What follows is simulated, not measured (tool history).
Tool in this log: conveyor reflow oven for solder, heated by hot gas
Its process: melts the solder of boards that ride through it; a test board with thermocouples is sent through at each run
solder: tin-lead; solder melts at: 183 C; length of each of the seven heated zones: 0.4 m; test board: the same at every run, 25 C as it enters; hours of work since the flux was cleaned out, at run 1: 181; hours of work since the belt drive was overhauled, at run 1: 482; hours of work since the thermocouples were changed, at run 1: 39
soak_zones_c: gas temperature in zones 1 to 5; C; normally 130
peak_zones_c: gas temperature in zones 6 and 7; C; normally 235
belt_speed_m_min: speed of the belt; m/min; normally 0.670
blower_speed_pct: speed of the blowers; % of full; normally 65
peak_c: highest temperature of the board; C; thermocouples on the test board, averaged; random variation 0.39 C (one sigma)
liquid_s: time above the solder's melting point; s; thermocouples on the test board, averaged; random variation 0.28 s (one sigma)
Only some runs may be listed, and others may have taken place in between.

run,hour,soak_zones_c,peak_zones_c,belt_speed_m_min,blower_speed_pct,hours of work since the flux was cleaned out,hours of work since the belt drive was overhauled,hours of work since the thermocouples were changed,peak_c,liquid_s
1,0.0,130,235,0.670,65,181,482,39,215.4,49.6
2,16.7,130,235,0.670,65,191,492,49,214.7,49.7
3,24.7,130,237,0.670,65,196,497,54,216.8,50.8
# hour 30.9: flux residue cleaned out of gas plates and filters
4,38.9,130,235,0.670,65,5,503,60,216.2,50.2
5,56.1,130,235,0.670,65,15,513,70,215.8,50.3
6,69.6,130,235,0.564,65,23,521,78,221.7,65.6
7,78.2,130,235,0.564,65,29,526,83,221.5,66.1
8,88.7,130,235,0.670,65,35,533,90,216.0,50.3
9,106.6,130,235,0.670,65,46,543,101,215.9,50.0
10,119.5,143,235,0.670,65,54,551,108,218.4,56.6
11,134.5,143,235,0.670,65,63,560,118,218.2,56.4
12,154.0,143,235,0.670,65,74,572,129,217.8,55.7
13,170.4,117,235,0.670,65,84,582,139,212.5,43.8
14,185.8,130,233,0.670,65,94,591,149,213.6,48.2
15,201.1,130,235,0.644,65,103,601,158,215.6,53.1
16,215.4,130,235,0.644,65,112,609,166,216.6,52.8
17,227.1,130,235,0.644,65,119,616,174,216.8,52.9
18,238.1,140,235,0.618,83,125,623,180,221.5,64.4
19,253.3,143,235,0.748,65,135,632,189,213.7,46.5
20,268.3,143,235,0.748,65,144,641,198,213.2,46.8
21,278.7,143,235,0.748,65,150,648,205,212.9,47.2
22,292.6,130,235,0.731,65,158,656,213,211.7,42.4
23,305.1,117,243,0.710,88,166,664,221,220.7,48.8
24,317.4,130,237,0.670,64,173,671,228,217.2,51.0
25,333.1,134,239,0.670,83,183,680,238,221.8,56.9
26,343.8,134,239,0.670,83,189,687,244,221.9,56.4
27,355.3,121,239,0.716,83,196,694,251,216.8,45.7
# hour 361.8: flux residue cleaned out of gas plates and filters
28,371.0,119,228,0.637,79,6,700,258,211.4,47.5
29,390.4,124,229,0.769,65,17,712,269,203.3,31.3
30,406.0,124,229,0.769,65,27,722,279,203.2,31.1
31,419.1,124,229,0.769,65,35,729,287,203.9,31.6

Here are 3 independent what-if runs from the current tool condition. What would each one return?
A,432.8,130,228,0.670,65,43,738,295,?,?
B,432.8,124,229,0.769,68,43,738,295,?,?
C,432.8,130,235,0.670,60,43,738,295,?,?

run,peak_c,liquid_s
A,209.7,44.8
B,204.3,32.1
C,213.9,49.1
With no hidden state in the tool, these same runs would have given:
run,peak_c,liquid_s
A,210.2,44.4
B,204.8,31.9
C,214.5,48.6
